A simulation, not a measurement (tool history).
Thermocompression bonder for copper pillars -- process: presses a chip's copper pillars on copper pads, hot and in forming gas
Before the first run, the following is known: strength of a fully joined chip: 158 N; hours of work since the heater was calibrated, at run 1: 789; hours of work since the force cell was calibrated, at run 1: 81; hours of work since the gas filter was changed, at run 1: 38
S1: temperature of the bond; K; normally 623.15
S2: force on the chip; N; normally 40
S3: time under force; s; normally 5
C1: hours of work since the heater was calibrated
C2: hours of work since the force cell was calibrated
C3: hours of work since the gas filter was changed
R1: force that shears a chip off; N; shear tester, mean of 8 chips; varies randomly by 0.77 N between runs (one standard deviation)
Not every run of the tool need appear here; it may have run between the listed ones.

| run | hour | S1 | S2 | S3 | C1 | C2 | C3 | R1 |
|---|---|---|---|---|---|---|---|---|
| 1 | 0 | 623.15 | 40 | 5 | 789 | 81 | 38 | 54.8 |
| 2 | 11.1 | 623.15 | 40 | 5 | 796 | 87 | 45 | 54.3 |
| 3 | 16.6 | 623.15 | 40 | 13 | 799 | 90 | 48 | 79.2 |
| 4 | 25.5 | 623.15 | 40 | 13 | 804 | 95 | 53 | 79 |
| 5 | 37 | 623.15 | 40 | 5 | 810 | 102 | 59 | 55.3 |
| 6 | 44.9 | 623.15 | 40 | 5 | 815 | 106 | 64 | 54.9 |
| 7 | 52.7 | 623.15 | 40 | 5 | 819 | 111 | 68 | 56 |
| 8 | 64.7 | 623.15 | 47 | 5 | 826 | 118 | 75 | 61.9 |
| 9 | 72.3 | 623.15 | 47 | 5 | 831 | 122 | 79 | 61 |
| 10 | 80.7 | 623.15 | 47 | 5 | 835 | 127 | 84 | 62.2 |
| 11 | 92.1 | 623.15 | 50 | 7 | 842 | 133 | 91 | 71.5 |
|  | 95.2 | heater calibrated with a thermocouple chip |
| 12 | 106.3 | 623.15 | 50 | 7 | 6 | 140 | 98 | 70.5 |
|  | 118.1 | heater calibrated with a thermocouple chip, once more |
| 13 | 120 | 645.15 | 26 | 15 | 1 | 147 | 104 | 84.5 |
| 14 | 129.8 | 645.15 | 26 | 15 | 7 | 152 | 110 | 81.4 |
| 15 | 140.6 | 595.15 | 40 | 9 | 13 | 158 | 116 | 50.6 |
| 16 | 150.8 | 645.15 | 43 | 9 | 19 | 164 | 122 | 94 |
| 17 | 156.8 | 652.15 | 40 | 3 | 22 | 168 | 125 | 65.8 |
| 18 | 167.2 | 641.15 | 52 | 7 | 28 | 174 | 131 | 92.4 |

4 options for the next run, each taken on its own from the tool as it stands now. Forecast them:
| A | 177.3 | 641.15 | 52 | 4 | 34 | 179 | 137 | ? |
| B | 177.3 | 633.15 | 29 | 9 | 34 | 179 | 137 | ? |
| C | 177.3 | 649.15 | 59 | 4 | 34 | 179 | 137 | ? |
| D | 177.3 | 644.15 | 52 | 12 | 34 | 179 | 137 | ? |

| run | R1 |
|---|---|
| A | 78.9 |
| B | 64.7 |
| C | 89.7 |
| D | 111 |
With the hidden condition removed and each run's random variation left untouched, the same runs would have given:
| run | R1 |
|---|---|
| A | 81.3 |
| B | 66.6 |
| C | 92.4 |
| D | 114.4 |

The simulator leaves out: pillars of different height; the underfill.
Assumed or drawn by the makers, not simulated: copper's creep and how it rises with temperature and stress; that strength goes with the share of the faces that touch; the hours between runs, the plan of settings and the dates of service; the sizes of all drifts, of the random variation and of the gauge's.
